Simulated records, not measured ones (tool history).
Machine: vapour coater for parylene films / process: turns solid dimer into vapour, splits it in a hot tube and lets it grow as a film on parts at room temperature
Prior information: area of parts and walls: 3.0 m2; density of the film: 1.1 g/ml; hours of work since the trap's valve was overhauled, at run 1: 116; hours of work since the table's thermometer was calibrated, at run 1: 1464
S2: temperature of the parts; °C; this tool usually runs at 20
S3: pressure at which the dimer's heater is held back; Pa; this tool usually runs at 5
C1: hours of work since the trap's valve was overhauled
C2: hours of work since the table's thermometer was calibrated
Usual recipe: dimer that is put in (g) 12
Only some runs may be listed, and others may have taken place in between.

Run 1, day 0: usual settings; C1 116; C2 1464. Result: thickness of the film (µm) 2.02.
Run 2, day 2.125: usual settings; C1 151; C2 1499. Result: thickness of the film (µm) 1.97.
Run 3, day 4.446: usual settings but dimer that is put in (g) 9; C1 189; C2 1537. Result: thickness of the film (µm) 1.46.
Run 4, day 6.462: usual settings but dimer that is put in (g) 9; C1 222; C2 1570. Result: thickness of the film (µm) 1.47.
Run 5, day 8.338: usual settings but dimer that is put in (g) 20; C1 252; C2 1600. Result: thickness of the film (µm) 3.24.
At day 10.679: table's thermometer calibrated.
Run 6, day 10.679: usual settings; C1 290; C2 0. Result: thickness of the film (µm) 2.02.
Run 7, day 12.012: usual settings; C1 312; C2 22. Result: thickness of the film (µm) 2.
Run 8, day 13.65: usual settings but S3 2.25 Pa; C1 338; C2 48. Result: thickness of the film (µm) 2.37.
Run 9, day 15.704: usual settings but S3 2.25 Pa; C1 372; C2 82. Result: thickness of the film (µm) 2.35.
Run 10, day 17.392: usual settings but S3 2.25 Pa; C1 399; C2 110. Result: thickness of the film (µm) 2.29.
Run 11, day 19.688: usual settings but S3 4.28 Pa; C1 437; C2 147. Result: thickness of the film (µm) 2.04.
Run 12, day 22.05: usual settings; C1 476; C2 186. Result: thickness of the film (µm) 1.93.
Run 13, day 24.396: usual settings but S2 29 °C; C1 514; C2 224. Result: thickness of the film (µm) 1.35.
Run 14, day 25.45: usual settings; C1 531; C2 241. Result: thickness of the film (µm) 1.91.
Run 15, day 27.704: usual settings; C1 568; C2 278. Result: thickness of the film (µm) 1.9.
At day 28.858: trap's valve overhauled.
Run 16, day 29.879: usual settings; C1 17; C2 311. Result: thickness of the film (µm) 2.11.
Run 17, day 32.138: usual settings; C1 53; C2 347. Result: thickness of the film (µm) 2.09.
Run 18, day 34.488: usual settings but dimer that is put in (g) 9, S2 15 °C, S3 3 Pa; C1 92; C2 386. Result: thickness of the film (µm) 2.08.
Run 19, day 36.1: usual settings but dimer that is put in (g) 15, S3 5.6 Pa; C1 118; C2 412. Result: thickness of the film (µm) 2.54.
Run 20, day 37.158: usual settings but S2 23 °C; C1 135; C2 429. Result: thickness of the film (µm) 1.83.
Run 21, day 38.683: usual settings but S2 23 °C; C1 160; C2 454. Result: thickness of the film (µm) 1.84.
Run 22, day 40.517: usual settings but S3 2.5 Pa; C1 190; C2 484. Result: thickness of the film (µm) 2.33.
Run 23, day 42.121: usual settings but dimer that is put in (g) 5, S2 32 °C; C1 216; C2 510. Result: thickness of the film (µm) 0.55.
Run 24, day 44.146: usual settings but dimer that is put in (g) 19, S2 29 °C, S3 9.11 Pa; C1 249; C2 543. Result: thickness of the film (µm) 2.
Run 25, day 45.288: usual settings but dimer that is put in (g) 14, S2 31 °C, S3 2.16 Pa; C1 268; C2 562. Result: thickness of the film (µm) 1.81.
Run 26, day 46.521: usual settings but dimer that is put in (g) 16, S2 23 °C; C1 288; C2 582. Result: thickness of the film (µm) 2.36.
Run 27, day 47.679: usual settings but dimer that is put in (g) 10; C1 307; C2 601. Result: thickness of the film (µm) 1.66.
Run 28, day 49.008: usual settings but dimer that is put in (g) 10; C1 329; C2 623. Result: thickness of the film (µm) 1.65.
Run 29, day 50.521: usual settings but dimer that is put in (g) 9, S2 16 °C, S3 2.99 Pa; C1 353; C2 647. Result: thickness of the film (µm) 1.91.
Run 30, day 51.892: usual settings but S2 14 °C, S3 10.92 Pa; C1 376; C2 670. Result: thickness of the film (µm) 2.1.

Expected results for the next run?
Run 31, day 53.192: usual settings but dimer that is put in (g) 6, S2 22 °C, S3 2.09 Pa; C1 397; C2 691. Result: thickness of the film (µm) ?.

{"run 31": {"thickness of the film (µm)": 1.07}}
The same run, on a tool lacking any hidden state, would have yielded thickness of the film (µm) 1.17.

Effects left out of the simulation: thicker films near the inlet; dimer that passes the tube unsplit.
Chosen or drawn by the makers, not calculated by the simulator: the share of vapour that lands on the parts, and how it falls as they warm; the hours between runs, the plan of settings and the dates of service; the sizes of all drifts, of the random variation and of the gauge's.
